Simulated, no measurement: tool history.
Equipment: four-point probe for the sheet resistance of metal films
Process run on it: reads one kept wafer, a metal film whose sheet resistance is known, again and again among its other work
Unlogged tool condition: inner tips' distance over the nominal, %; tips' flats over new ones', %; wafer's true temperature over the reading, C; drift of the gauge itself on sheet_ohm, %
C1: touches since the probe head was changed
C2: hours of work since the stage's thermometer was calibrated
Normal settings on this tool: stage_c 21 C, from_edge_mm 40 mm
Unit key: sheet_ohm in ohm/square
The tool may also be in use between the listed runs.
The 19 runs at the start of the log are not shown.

Run 20, hour 1322.7: usual settings but stage_c 25 C, from_edge_mm 10 mm; C1 63055; C2 568. Result: sheet_ohm 0.032065 ohm/square.
Run 21, hour 1425.0: usual settings but stage_c 30 C, from_edge_mm 6 mm; C1 69700; C2 643. Result: sheet_ohm 0.032242 ohm/square.
Run 22, hour 1526.5: usual settings but stage_c 30 C, from_edge_mm 6 mm; C1 76296; C2 717. Result: sheet_ohm 0.032219 ohm/square.
Run 23, hour 1605.9: usual settings but from_edge_mm 30 mm; C1 81456; C2 775. Result: sheet_ohm 0.031913 ohm/square.
At hour 1658.6: new probe head fitted.
Run 24, hour 1700.7: usual settings but stage_c 19 C, from_edge_mm 6 mm; C1 2735; C2 843. Result: sheet_ohm 0.032829 ohm/square.
Run 25, hour 1757.3: usual settings but stage_c 19 C, from_edge_mm 5 mm; C1 6412; C2 885. Result: sheet_ohm 0.033021 ohm/square.
Run 26, hour 1822.4: usual settings but stage_c 22 C, from_edge_mm 13 mm; C1 10645; C2 932. Result: sheet_ohm 0.032367 ohm/square.
Run 27, hour 1870.2: usual settings but stage_c 22 C, from_edge_mm 13 mm; C1 13753; C2 967. Result: sheet_ohm 0.032370 ohm/square.
Run 28, hour 1981.5: usual settings but stage_c 30 C, from_edge_mm 25 mm; C1 20989; C2 1049. Result: sheet_ohm 0.032112 ohm/square.
Run 29, hour 2027.4: usual settings but from_edge_mm 10 mm; C1 23971; C2 1082. Result: sheet_ohm 0.032404 ohm/square.
Run 30, hour 2088.4: usual settings but stage_c 22 C, from_edge_mm 50 mm; C1 27932; C2 1127. Result: sheet_ohm 0.032207 ohm/square.
Run 31, hour 2151.9: usual settings but from_edge_mm 60 mm; C1 32063; C2 1173. Result: sheet_ohm 0.032212 ohm/square.
Run 32, hour 2198.4: usual settings but stage_c 18 C, from_edge_mm 8 mm; C1 35083; C2 1207. Result: sheet_ohm 0.032528 ohm/square.

Here are 3 independent what-if runs from the current tool condition. What would each one return?
Run A, hour 2287.0: usual settings but stage_c 33 C, from_edge_mm 14 mm; C1 40844; C2 1272. Result: sheet_ohm ?.
Run B, hour 2287.0: usual settings but stage_c 26 C, from_edge_mm 12 mm; C1 40844; C2 1272. Result: sheet_ohm ?.
Run C, hour 2287.0: usual settings but stage_c 34 C, from_edge_mm 30 mm; C1 40844; C2 1272. Result: sheet_ohm ?.

run  sheet_ohm
  A   0.032057
  B   0.032212
  C   0.031978
Stripped of hidden state, with their random variation kept, the same runs would have yielded:
run  sheet_ohm
  A   0.032119
  B   0.032272
  C   0.032040

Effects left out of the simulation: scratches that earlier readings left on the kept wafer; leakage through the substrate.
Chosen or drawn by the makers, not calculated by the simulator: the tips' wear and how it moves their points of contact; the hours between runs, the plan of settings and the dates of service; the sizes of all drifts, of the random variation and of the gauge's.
